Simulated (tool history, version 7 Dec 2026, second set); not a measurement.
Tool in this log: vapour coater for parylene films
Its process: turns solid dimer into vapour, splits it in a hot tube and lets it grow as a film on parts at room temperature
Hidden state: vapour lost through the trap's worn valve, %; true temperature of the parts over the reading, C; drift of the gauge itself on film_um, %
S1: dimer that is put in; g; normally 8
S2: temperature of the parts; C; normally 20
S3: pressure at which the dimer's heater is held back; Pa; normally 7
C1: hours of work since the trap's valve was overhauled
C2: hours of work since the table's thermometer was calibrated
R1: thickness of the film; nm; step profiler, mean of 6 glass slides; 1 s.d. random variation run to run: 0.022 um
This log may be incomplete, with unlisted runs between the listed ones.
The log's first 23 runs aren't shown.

Run 24, hour 559.6: usual settings but S2 26 C; C1 267; C2 24. Result: R1 1340 nm.
Run 25, hour 573.4: usual settings but S2 26 C, S3 4.4 Pa; C1 274; C2 31. Result: R1 1400 nm.
Run 26, hour 592: usual settings but S1 7 g, S2 19 C; C1 283; C2 40. Result: R1 1510 nm.
Run 27, hour 618.4: usual settings but S2 24 C, S3 2.45 Pa; C1 297; C2 54. Result: R1 1570 nm.
Run 28, hour 637.2: usual settings but S2 24 C, S3 2.45 Pa; C1 307; C2 64. Result: R1 1540 nm.
Run 29, hour 669.5: usual settings but S1 11 g, S2 14 C, S3 2.45 Pa; C1 323; C2 80. Result: R1 2980 nm.
Run 30, hour 686: usual settings but S1 10 g, S2 24 C, S3 2.92 Pa; C1 332; C2 89. Result: R1 1910 nm.
Run 31, hour 706.9: usual settings but S1 5 g, S2 28 C, S3 3.59 Pa; C1 343; C2 100. Result: R1 830 nm.
Run 32, hour 733.4: usual settings but S1 5 g, S3 8.39 Pa; C1 356; C2 113. Result: R1 1030 nm.
Run 33, hour 753.6: usual settings but S1 3 g, S2 17 C, S3 5.93 Pa; C1 367; C2 124. Result: R1 680 nm.
Run 34, hour 767.8: usual settings but S1 3 g, S2 16 C, S3 5.93 Pa; C1 374; C2 131. Result: R1 700 nm.
At hour 782.1: trap's valve overhauled.
Run 35, hour 796.4: usual settings but S1 10 g, S2 12 C, S3 4.48 Pa; C1 7; C2 144. Result: R1 3070 nm.
Run 36, hour 825: usual settings but S1 10 g, S2 12 C, S3 4.48 Pa; C1 22; C2 158. Result: R1 3090 nm.
Run 37, hour 857.6: usual settings but S1 10 g, S2 12 C, S3 4.48 Pa; C1 39; C2 175. Result: R1 3010 nm.
Run 38, hour 872.9: usual settings but S1 5 g, S2 13 C, S3 5.45 Pa; C1 47; C2 183. Result: R1 1420 nm.
Run 39, hour 890.9: usual settings but S1 7 g, S2 13 C, S3 5.45 Pa; C1 56; C2 192. Result: R1 2010 nm.
Run 40, hour 911.8: usual settings but S1 7 g, S2 13 C, S3 5.45 Pa; C1 67; C2 203. Result: R1 2000 nm.
Run 41, hour 934.2: usual settings but S1 4 g, S2 30 C; C1 78; C2 215. Result: R1 630 nm.
Run 42, hour 953.6: usual settings but S1 12 g, S2 25 C; C1 88; C2 225. Result: R1 2220 nm.
Run 43, hour 983.5: usual settings but S1 12 g, S2 25 C; C1 104; C2 240. Result: R1 2240 nm.
Run 44, hour 1000.5: usual settings but S3 4.5 Pa; C1 113; C2 249. Result: R1 1860 nm.
Run 45, hour 1026.3: usual settings but S1 12 g, S2 29 C; C1 126; C2 262. Result: R1 1910 nm.
Run 46, hour 1049.4: usual settings but S1 6 g, S2 25 C, S3 3.67 Pa; C1 138; C2 274. Result: R1 1160 nm.
Run 47, hour 1073.7: usual settings but S1 10 g, S2 29 C; C1 150; C2 287. Result: R1 1630 nm.

Alternative continuations, all from the tool just after run 47; predict every row:
Run A, hour 1092.1: usual settings but S1 10 g, S2 28 C, S3 3.26 Pa; C1 160; C2 296. Result: R1 ?.
Run B, hour 1092.1: usual settings but S1 5 g, S2 15 C, S3 6.42 Pa; C1 160; C2 296. Result: R1 ?.
Run C, hour 1092.1: usual settings but S1 5 g, S2 29 C; C1 160; C2 296. Result: R1 ?.

run    R1
  A  1780
  B  1290
  C   770
Stripped of hidden state, with their random variation kept, the same runs would have yielded:
run    R1
  A  1900
  B  1370
  C   820
